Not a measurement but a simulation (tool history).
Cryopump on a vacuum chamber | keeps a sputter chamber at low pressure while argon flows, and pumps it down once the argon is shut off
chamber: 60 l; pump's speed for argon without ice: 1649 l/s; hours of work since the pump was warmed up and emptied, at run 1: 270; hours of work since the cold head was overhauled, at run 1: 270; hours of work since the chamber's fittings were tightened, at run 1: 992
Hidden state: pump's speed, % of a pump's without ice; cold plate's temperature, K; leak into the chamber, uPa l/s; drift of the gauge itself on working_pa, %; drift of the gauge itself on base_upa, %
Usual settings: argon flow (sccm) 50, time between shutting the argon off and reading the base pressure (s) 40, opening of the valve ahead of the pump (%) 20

run,hour,argon flow (sccm),time between shutting the argon off and reading the base pressure (s),opening of the valve ahead of the pump (%),hours of work since the pump was warmed up and emptied,hours of work since the cold head was overhauled,hours of work since the chamber's fittings were tightened,pressure while argon flows (Pa),pressure after the wait (uPa)
1,0.0,50,40,20,270,270,992,0.2603,1.75
2,45.4,50,40,20,294,294,1016,0.2616,1.69
3,92.3,50,40,20,319,319,1041,0.2609,1.71
4,132.2,50,40,32,340,340,1062,0.1649,1.68
5,160.0,50,40,32,354,354,1076,0.1651,1.78
6,211.2,50,40,32,381,381,1103,0.1662,1.72
7,244.9,50,40,32,399,399,1121,0.1654,1.73
8,266.8,50,40,32,411,411,1133,0.1664,1.76
9,320.1,67,40,32,439,439,1161,0.2241,1.79
10,371.2,67,40,32,466,466,1188,0.2246,1.78
11,399.1,21,40,20,481,481,1202,0.1107,1.76
12,433.0,21,40,20,498,498,1220,0.1103,1.82
13,467.1,22,193,39,516,516,1238,0.0610,0.75
14,502.1,22,71,20,535,535,1257,0.1169,1.24
15,542.2,22,71,20,556,556,1278,0.1163,1.23
16,578.7,53,82,35,575,575,1297,0.1634,1.16
17,615.2,53,82,35,595,595,1316,0.1636,1.15
18,640.8,24,220,35,608,608,1330,0.0741,0.72
19,683.2,50,246,53,630,630,1352,0.1059,0.71
20,712.6,49,226,45,646,646,1368,0.1212,0.76
21,750.4,49,226,45,666,666,1388,0.1208,0.77
22,800.5,49,226,45,692,692,1414,0.1227,0.78

5 ways to go on from here, each from the tool as it stands after run 22. What would each give?
A,832.3,95,39,45,709,709,1431,?,?
B,832.3,49,226,17,709,709,1431,?,?
C,832.3,41,59,16,709,709,1431,?,?
D,832.3,87,58,31,709,709,1431,?,?
E,832.3,89,219,21,709,709,1431,?,?

run,pressure while argon flows (Pa),pressure after the wait (uPa)
A,0.2354,1.87
B,0.3076,0.79
C,0.2727,1.45
D,0.3062,1.49
E,0.4528,0.84
Without the tool's hidden state the same runs would have given:
run,pressure while argon flows (Pa),pressure after the wait (uPa)
A,0.2155,1.49
B,0.2972,0.41
C,0.2640,1.06
D,0.2879,1.09
E,0.4341,0.44
